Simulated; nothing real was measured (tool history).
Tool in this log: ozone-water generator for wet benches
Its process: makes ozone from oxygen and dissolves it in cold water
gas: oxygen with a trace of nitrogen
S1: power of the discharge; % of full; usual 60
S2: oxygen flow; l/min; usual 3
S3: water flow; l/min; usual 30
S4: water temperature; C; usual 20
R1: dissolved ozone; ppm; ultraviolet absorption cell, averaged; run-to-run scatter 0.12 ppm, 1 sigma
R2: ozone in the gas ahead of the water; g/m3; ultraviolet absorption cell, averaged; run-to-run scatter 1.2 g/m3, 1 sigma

| run | hour | S1 | S2 | S3 | S4 | R1 | R2 |
|---|---|---|---|---|---|---|---|
| 1 | 0 | 60 | 3 | 30 | 20 | 10.5 | 227.2 |
| 2 | 30.3 | 60 | 3 | 30 | 20 | 10.3 | 226.1 |
| 3 | 89.6 | 60 | 3 | 30 | 20 | 10.5 | 227.4 |
| 4 | 126.3 | 60 | 3 | 41 | 20 | 7.5 | 224.9 |
| 5 | 163.6 | 60 | 3 | 41 | 20 | 7.7 | 226.5 |
| 6 | 207.5 | 60 | 3 | 41 | 20 | 7.6 | 225.9 |
| 7 | 251.3 | 60 | 3 | 31 | 20 | 10 | 223.6 |
| 8 | 304 | 60 | 3 | 31 | 20 | 9.8 | 223.8 |
| 9 | 343.5 | 60 | 3 | 30 | 20 | 10.3 | 221.6 |
| 10 | 389.4 | 60 | 3 | 30 | 20 | 10.4 | 223.7 |
|  | 420.2 | contactor cleaned |
| 11 | 431.7 | 61 | 3 | 30 | 20 | 10.7 | 226 |
| 12 | 474 | 60 | 3 | 30 | 20 | 10.5 | 223.4 |
| 13 | 530.2 | 60 | 3 | 30 | 20 | 10.6 | 224.5 |
| 14 | 587.1 | 60 | 3 | 30 | 19 | 10.6 | 223.2 |
| 15 | 621.9 | 60 | 3 | 30 | 19 | 10.4 | 224.5 |
| 16 | 680.7 | 60 | 3 | 30 | 19 | 10.6 | 221.9 |
| 17 | 716.9 | 43 | 2.44 | 25 | 22 | 9.6 | 203.7 |
|  | 720.6 | water thermometer calibrated |
| 18 | 743.2 | 63 | 3.4 | 43 | 28 | 7.2 | 215.8 |
| 19 | 796 | 60 | 3.73 | 30 | 15 | 11.2 | 195.8 |
| 20 | 838.3 | 98 | 3.91 | 43 | 21 | 10.1 | 255.3 |
| 21 | 897.6 | 41 | 3 | 30 | 24 | 8 | 178.8 |
|  | 913.1 | water thermometer calibrated, once more |
| 22 | 939 | 41 | 2.41 | 30 | 24 | 7.6 | 199.2 |
| 23 | 992.7 | 65 | 3 | 30 | 20 | 10.9 | 232.4 |
| 24 | 1044.4 | 65 | 3.6 | 30 | 25 | 10.5 | 207.8 |
| 25 | 1070.5 | 76 | 4.92 | 30 | 24 | 12.1 | 195.4 |
| 26 | 1102.3 | 60 | 1.7 | 30 | 17 | 8.9 | 299.3 |
| 27 | 1161 | 60 | 3.7 | 34 | 26 | 9.2 | 197.6 |
| 28 | 1201.8 | 60 | 3.7 | 34 | 26 | 8.9 | 198.5 |
| 29 | 1239.7 | 73 | 4.3 | 30 | 20 | 12.2 | 203 |
| 30 | 1266.4 | 44 | 4.3 | 30 | 28 | 8 | 151.4 |
| 31 | 1328.4 | 44 | 4.3 | 30 | 28 | 8.3 | 152.6 |
| 32 | 1362.4 | 77 | 1.77 | 30 | 28 | 9.8 | 337.2 |

Below, each run's measurement less what the same run would have read without the hidden state. Both values contain the same run-to-run variation, but the gauge's scatter may not be the same in both:
What the log doesn't record here: yield of the discharge, % of new electrodes'; contactor's efficiency, % of a clean one's; true water temperature over the reading, C; drift of the gauge itself on ozone_ppm, %; drift of the gauge itself on gas_g_m3, %.
| run | R1 | R2 |
|---|---|---|
| 1 | -0.5 | -2.3 |
| 2 | -0.5 | -2.4 |
| 3 | -0.5 | -2.7 |
| 4 | -0.4 | -2.8 |
| 5 | -0.4 | -2.9 |
| 6 | -0.4 | -3.1 |
| 7 | -0.6 | -3.4 |
| 8 | -0.6 | -3.5 |
| 9 | -0.5 | -3.7 |
| 10 | -0.5 | -3.9 |
| 11 | -0.3 | -4.2 |
| 12 | -0.3 | -4.3 |
| 13 | -0.3 | -4.5 |
| 14 | -0.3 | -4.8 |
| 15 | -0.4 | -4.9 |
| 16 | -0.4 | -5.2 |
| 17 | -0.3 | -3.8 |
| 18 | -0.3 | -5.5 |
| 19 | -0.4 | -5 |
| 20 | -0.5 | -9 |
| 21 | -0.3 | -3.7 |
| 22 | -0.3 | -4.3 |
| 23 | -0.4 | -7.1 |
| 24 | -0.5 | -6.6 |
| 25 | -0.6 | -6.9 |
| 26 | -0.3 | -9.4 |
| 27 | -0.3 | -6.5 |
| 28 | -0.4 | -6.6 |
| 29 | -0.6 | -7.9 |
| 30 | -0.3 | -4.2 |
| 31 | -0.4 | -4.4 |
| 32 | -0.5 | -14.4 |
